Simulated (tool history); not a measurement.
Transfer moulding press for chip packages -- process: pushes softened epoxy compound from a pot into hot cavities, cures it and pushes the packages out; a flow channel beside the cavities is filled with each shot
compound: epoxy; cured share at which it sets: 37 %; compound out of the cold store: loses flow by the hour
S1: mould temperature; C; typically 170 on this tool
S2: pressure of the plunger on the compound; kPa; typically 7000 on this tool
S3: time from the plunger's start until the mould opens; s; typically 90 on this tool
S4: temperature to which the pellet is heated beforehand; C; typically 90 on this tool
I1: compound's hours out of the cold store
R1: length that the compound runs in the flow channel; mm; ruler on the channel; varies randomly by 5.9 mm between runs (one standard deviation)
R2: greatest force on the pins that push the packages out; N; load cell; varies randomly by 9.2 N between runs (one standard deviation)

run	hour	S1	S2	S3	S4	I1	R1	R2
1	0.0	170	7000	90	90	38.3	831	496
# hour 28.1: cavities cleaned with cleaning compound and waxed
# hour 31.8: mould's thermocouples calibrated
2	31.8	170	7000	90	90	23.4	861	453
# hour 64.9: cavities cleaned with cleaning compound and waxed
3	65.2	170	7980	90	90	41.7	863	417
4	86.9	170	7000	90	90	44.6	806	635
# hour 100.3: cavities cleaned with cleaning compound and waxed
5	111.5	170	7000	90	90	36.7	817	557
# hour 128.4: plunger's sealing rings changed
6	129.8	170	7000	90	90	36.9	867	681
# hour 136.4: cavities cleaned with cleaning compound and waxed
7	161.2	170	7000	90	90	37.6	848	669
# hour 170.2: cavities cleaned with cleaning compound and waxed
# hour 174.4: mould's thermocouples calibrated, once more
8	191.8	170	7000	90	90	19.4	897	596
# hour 206.0: cavities cleaned with cleaning compound and waxed
9	213.6	170	7000	90	90	47.2	823	512
# hour 239.6: cavities cleaned with cleaning compound and waxed
10	241.8	170	7000	90	90	46.2	814	449
11	260.6	170	7000	90	90	47.6	813	613
# hour 273.3: cavities cleaned with cleaning compound and waxed
12	295.1	170	7000	90	90	22.8	861	627
# hour 306.0: cavities cleaned with cleaning compound and waxed
13	324.6	170	7000	90	90	28.9	844	605
# hour 341.0: cavities cleaned with cleaning compound and waxed
14	343.4	170	7000	90	90	37.0	813	446
15	368.5	170	7000	90	90	12.4	871	668
# hour 375.5: cavities cleaned with cleaning compound and waxed
# hour 381.0: plunger's sealing rings changed
16	399.9	165	5800	126	87	33.0	802	578
# hour 412.2: cavities cleaned with cleaning compound and waxed
17	430.0	165	5800	126	87	33.9	803	555
# hour 445.0: cavities cleaned with cleaning compound and waxed
18	457.9	165	8760	101	87	23.9	987	593
# hour 478.5: cavities cleaned with cleaning compound and waxed
19	489.1	165	8760	101	87	40.7	946	547

For run 20, what comes out?
20	504.2	165	8760	101	87	10.5	?	?

{"run 20": {"R1": 1029, "R2": 702}}
Minus the tool's unlogged condition, the same run would have read R1 1062 mm, R2 438 N.

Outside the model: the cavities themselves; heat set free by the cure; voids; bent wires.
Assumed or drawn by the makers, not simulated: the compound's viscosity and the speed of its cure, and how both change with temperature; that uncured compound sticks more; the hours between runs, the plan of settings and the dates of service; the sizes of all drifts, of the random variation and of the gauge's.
